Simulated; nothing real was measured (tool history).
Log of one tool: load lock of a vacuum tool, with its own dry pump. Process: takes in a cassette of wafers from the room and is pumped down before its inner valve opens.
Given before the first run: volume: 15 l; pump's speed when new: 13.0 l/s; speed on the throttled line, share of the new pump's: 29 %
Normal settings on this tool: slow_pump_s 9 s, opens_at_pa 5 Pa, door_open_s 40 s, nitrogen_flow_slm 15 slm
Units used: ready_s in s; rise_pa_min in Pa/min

| run | day | slow_pump_s | opens_at_pa | door_open_s | nitrogen_flow_slm | incoming humidity of the room's air, % | ready_s | rise_pa_min |
|---|---|---|---|---|---|---|---|---|
| 1 | 0.000 | 9 | 5 | 40 | 15 | 48.0 | 18.4 | 0.130 |
| 2 | 9.121 | 9 | 5 | 40 | 15 | 45.9 | 18.4 | 0.131 |
| 3 | 19.650 | 9 | 5 | 164 | 15 | 44.1 | 18.7 | 0.158 |
| 4 | 29.871 | 9 | 5 | 164 | 15 | 48.5 | 18.9 | 0.176 |
| 5 | 36.175 | 9 | 5 | 164 | 15 | 46.8 | 18.7 | 0.175 |
| 6 | 43.117 | 9 | 5 | 40 | 29 | 47.7 | 18.7 | 0.125 |
| 7 | 48.000 | 9 | 5 | 40 | 29 | 43.2 | 19.0 | 0.132 |
| 8 | 54.633 | 9 | 5 | 40 | 29 | 45.4 | 19.0 | 0.131 |
| 9 | 64.662 | 9 | 5 | 40 | 29 | 49.4 | 18.8 | 0.142 |
| 10 | 73.121 | 9 | 5 | 40 | 29 | 42.8 | 19.0 | 0.136 |
| 11 | 78.879 | 9 | 5 | 40 | 29 | 47.7 | 18.8 | 0.140 |
| 12 | 89.000 | 9 | 5 | 40 | 15 | 45.9 | 19.3 | 0.153 |
| 13 | 98.038 | 9 | 5 | 40 | 15 | 47.3 | 18.9 | 0.169 |
| 14 | 107.783 | 9 | 5 | 40 | 15 | 42.6 | 19.1 | 0.160 |
| 15 | 114.479 | 9 | 10 | 40 | 15 | 50.0 | 18.0 | 0.170 |
| 16 | 123.525 | 9 | 6 | 40 | 15 | 48.1 | 18.7 | 0.166 |
| 17 | 130.900 | 9 | 6 | 40 | 15 | 44.4 | 18.7 | 0.165 |
| 18 | 138.850 | 9 | 5 | 40 | 5 | 44.7 | 19.0 | 0.181 |
| 19 | 148.467 | 13 | 5 | 40 | 5 | 45.7 | 22.0 | 0.193 |
|  | 153.471 | dry pump taken out, an overhauled one fitted |
| 20 | 156.688 | 9 | 5 | 94 | 15 | 46.8 | 18.0 | 0.199 |
| 21 | 162.600 | 5 | 5 | 40 | 10 | 45.8 | 15.3 | 0.192 |
| 22 | 171.542 | 5 | 5 | 40 | 32 | 48.6 | 15.2 | 0.175 |
| 23 | 178.708 | 5 | 5 | 40 | 32 | 47.2 | 15.0 | 0.175 |
| 24 | 187.700 | 5 | 6 | 40 | 32 | 43.6 | 14.8 | 0.174 |
| 25 | 198.362 | 5 | 5 | 40 | 32 | 44.1 | 15.1 | 0.177 |
| 26 | 203.533 | 9 | 9 | 27 | 15 | 43.8 | 17.2 | 0.188 |
| 27 | 214.975 | 9 | 9 | 27 | 15 | 47.6 | 17.5 | 0.197 |
| 28 | 223.850 | 9 | 7 | 188 | 15 | 42.9 | 17.6 | 0.234 |
| 29 | 229.288 | 11 | 5 | 40 | 10 | 46.3 | 19.5 | 0.216 |
| 30 | 238.646 | 11 | 8 | 40 | 5 | 39.8 | 19.0 | 0.215 |
| 31 | 249.492 | 11 | 8 | 40 | 5 | 40.7 | 19.1 | 0.221 |
| 32 | 256.746 | 5 | 5 | 40 | 5 | 44.9 | 15.5 | 0.237 |
| 33 | 265.983 | 5 | 5 | 40 | 5 | 42.2 | 15.5 | 0.231 |
| 34 | 271.858 | 9 | 4 | 40 | 15 | 42.5 | 18.6 | 0.219 |
| 35 | 281.288 | 5 | 5 | 70 | 15 | 47.5 | 15.6 | 0.243 |
| 36 | 291.767 | 5 | 5 | 70 | 15 | 43.1 | 15.9 | 0.248 |
| 37 | 302.650 | 5 | 5 | 70 | 15 | 44.8 | 15.7 | 0.251 |

Below, some changes in ready_s between adjacent runs. For each, the amount present without the hidden state too (settings, incoming material, random variation) and the amount remaining for the hidden state with gauge scatter not shared by both compared results:
The hidden state here: pump's speed, % of a new pump's; leak at the door's seal, Pa l/s; drift of the gauge itself on ready_s, %; drift of the gauge itself on rise_pa_min, %.
Run 2 -> 3: door_open_s 40 -> 164. ready_s +0.3 s: hidden state +0.2, all else +0.1.
Run 15 -> 16: opens_at_pa 10 -> 6. ready_s +0.7 s: hidden state +0.2, all else +0.5.
Run 19 -> 20: slow_pump_s 13 -> 9, door_open_s 40 -> 94, nitrogen_flow_slm 5 -> 15, dry pump taken out, an overhauled one fitted. ready_s -4.0 s: hidden state -1.2, all else -2.8.
Run 31 -> 32: slow_pump_s 11 -> 5, opens_at_pa 8 -> 5. ready_s -3.6 s: hidden state +0.1, all else -3.7.
Run 33 -> 34: slow_pump_s 5 -> 9, opens_at_pa 5 -> 4, nitrogen_flow_slm 5 -> 15. ready_s +3.1 s: hidden state -0.1, all else +3.2.

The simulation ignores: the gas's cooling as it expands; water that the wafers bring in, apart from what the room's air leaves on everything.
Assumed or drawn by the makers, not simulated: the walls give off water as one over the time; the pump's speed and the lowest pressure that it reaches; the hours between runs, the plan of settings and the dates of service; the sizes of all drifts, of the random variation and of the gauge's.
